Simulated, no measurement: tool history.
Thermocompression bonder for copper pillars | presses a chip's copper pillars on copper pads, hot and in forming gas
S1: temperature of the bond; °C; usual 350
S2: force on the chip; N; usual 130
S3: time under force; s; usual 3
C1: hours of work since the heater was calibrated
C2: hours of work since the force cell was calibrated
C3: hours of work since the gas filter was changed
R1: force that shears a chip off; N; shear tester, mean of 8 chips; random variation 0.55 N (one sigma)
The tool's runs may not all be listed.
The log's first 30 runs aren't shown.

run	hour	S1	S2	S3	C1	C2	C3	R1
31	482.5	345	130	8	486	464	114	94.6
32	493.8	327	110	6	494	472	122	68.2
# hour 500.7: forming gas filter changed
33	509	332	140	6	503	482	6	81.5
34	532.4	351	84	2	519	498	21	50.4
35	550.7	344	177	4	532	510	34	87.3
36	568.7	340	186	2	544	523	46	69.5
37	585.6	340	186	2	555	534	58	69.8
38	604.2	329	130	6	568	547	70	74.6
39	613.8	329	130	6	575	553	77	75.2
40	636.4	350	108	3	590	569	92	65.9

Forecast each of these 3 alternatives for the next run:
A	649.2	330	192	3	599	577	101	?
B	649.2	351	130	6	599	577	101	?
C	649.2	364	95	3	599	577	101	?

run	R1
A	73.7
B	91.3
C	70.5
Without the tool's hidden state the same runs would have given:
run	R1
A	74.1
B	91.8
C	70.9

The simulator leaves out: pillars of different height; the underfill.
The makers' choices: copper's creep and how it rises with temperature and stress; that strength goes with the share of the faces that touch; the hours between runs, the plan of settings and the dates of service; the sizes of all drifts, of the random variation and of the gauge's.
